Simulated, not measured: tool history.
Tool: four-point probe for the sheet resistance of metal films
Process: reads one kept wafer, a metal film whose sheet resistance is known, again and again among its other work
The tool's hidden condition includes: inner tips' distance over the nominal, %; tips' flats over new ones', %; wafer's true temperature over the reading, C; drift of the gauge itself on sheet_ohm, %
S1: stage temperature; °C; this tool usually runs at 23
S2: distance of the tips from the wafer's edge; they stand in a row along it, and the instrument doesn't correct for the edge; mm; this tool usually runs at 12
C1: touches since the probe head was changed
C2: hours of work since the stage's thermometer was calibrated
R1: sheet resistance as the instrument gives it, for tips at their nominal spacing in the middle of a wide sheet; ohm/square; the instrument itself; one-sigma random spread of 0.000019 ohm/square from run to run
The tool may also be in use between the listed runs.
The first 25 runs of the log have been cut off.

run	hour	S1	S2	C1	C2	R1
26	2464.4	19	17	39796	1586	0.095217
27	2559.3	19	17	41288	1650	0.095159
28	2674.6	21	12	43098	1729	0.095154
29	2798.3	21	12	45041	1813	0.095099
30	2943.9	21	12	47329	1912	0.095097
31	3087.1	28	12	49579	2009	0.094426
32	3177	28	12	50991	2070	0.094409
33	3288	29	53	52735	2145	0.093978
34	3386.7	29	53	54286	2212	0.093947
# hour 3459.8: stage's thermometer calibrated
35	3512	24	64	56246	35	0.094524
36	3615.4	22	21	57871	106	0.094831
37	3718.1	30	12	59484	175	0.094299
38	3830.2	23	13	61245	252	0.094869
39	3903.5	23	13	62396	301	0.09487
40	4028.2	19	7	64355	386	0.095895
41	4108.1	27	35	65611	440	0.094204
42	4232.3	32	24	67562	525	0.093819
43	4314.8	27	8	68858	581	0.094911
44	4424.9	32	63	70587	656	0.09372

Predict each of these 5 candidate next runs independently; none follows another, all start after run 44:
A	4553.7	31	58	72611	743	?
B	4553.7	18	38	72611	743	?
C	4553.7	25	22	72611	743	?
D	4553.7	27	70	72611	743	?
E	4553.7	34	5	72611	743	?

run	R1
A	0.093738
B	0.094982
C	0.094367
D	0.094105
E	0.095455
With no hidden state in the tool, these same runs would have given:
run	R1
A	0.094196
B	0.095447
C	0.094828
D	0.094565
E	0.09592
